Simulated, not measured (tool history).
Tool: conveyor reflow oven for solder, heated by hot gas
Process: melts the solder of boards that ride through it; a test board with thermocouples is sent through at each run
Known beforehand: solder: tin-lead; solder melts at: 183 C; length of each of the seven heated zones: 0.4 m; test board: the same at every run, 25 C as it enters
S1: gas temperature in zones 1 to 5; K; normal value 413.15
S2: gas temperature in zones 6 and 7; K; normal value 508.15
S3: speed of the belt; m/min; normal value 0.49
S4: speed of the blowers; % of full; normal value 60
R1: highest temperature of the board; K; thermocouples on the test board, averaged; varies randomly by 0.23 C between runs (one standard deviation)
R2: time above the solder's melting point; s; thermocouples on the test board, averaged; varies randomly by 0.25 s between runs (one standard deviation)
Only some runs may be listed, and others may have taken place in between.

run 1 day=0 | S1=413.15 S2=508.15 S3=0.49 S4=60 | R1=486.45 R2=68.8
run 2 day=0.579 | S1=413.15 S2=508.15 S3=0.49 S4=60 | R1=487.15 R2=69.1
run 3 day=0.921 | S1=413.15 S2=509.15 S3=0.49 S4=60 | R1=487.45 R2=69.5
run 4 day=1.375 | S1=413.15 S2=509.15 S3=0.49 S4=60 | R1=487.35 R2=69.5
run 5 day=1.65 | S1=413.15 S2=508.15 S3=0.438 S4=60 | R1=490.05 R2=82.6
run 6 day=2.262 | S1=413.15 S2=508.15 S3=0.438 S4=60 | R1=490.45 R2=83.3
run 7 day=2.838 | S1=413.15 S2=508.15 S3=0.438 S4=60 | R1=490.55 R2=82.8
run 8 day=3.225 | S1=413.15 S2=508.15 S3=0.438 S4=60 | R1=490.95 R2=82.5
run 9 day=3.521 | S1=406.15 S2=508.15 S3=0.438 S4=60 | R1=488.95 R2=77.8
-- day=3.742 belt drive overhauled, speed set with a stopwatch
run 10 day=4.133 | S1=406.15 S2=508.15 S3=0.438 S4=60 | R1=488.85 R2=77.9
run 11 day=4.483 | S1=408.15 S2=514.15 S3=0.435 S4=85 | R1=500.25 R2=91.4
run 12 day=4.988 | S1=401.15 S2=508.15 S3=0.49 S4=65 | R1=485.05 R2=62.3

Run 13 comes next. What will it give?
run 13 day=5.242 | S1=401.15 S2=508.15 S3=0.49 S4=65 | R1=? R2=?

Run 13 produced R1 485.15 K, R2 62.4 s.
With the hidden condition absent and the run-to-run variation left alone, this run would have shown R1 486.55 K, R2 64.1 s.
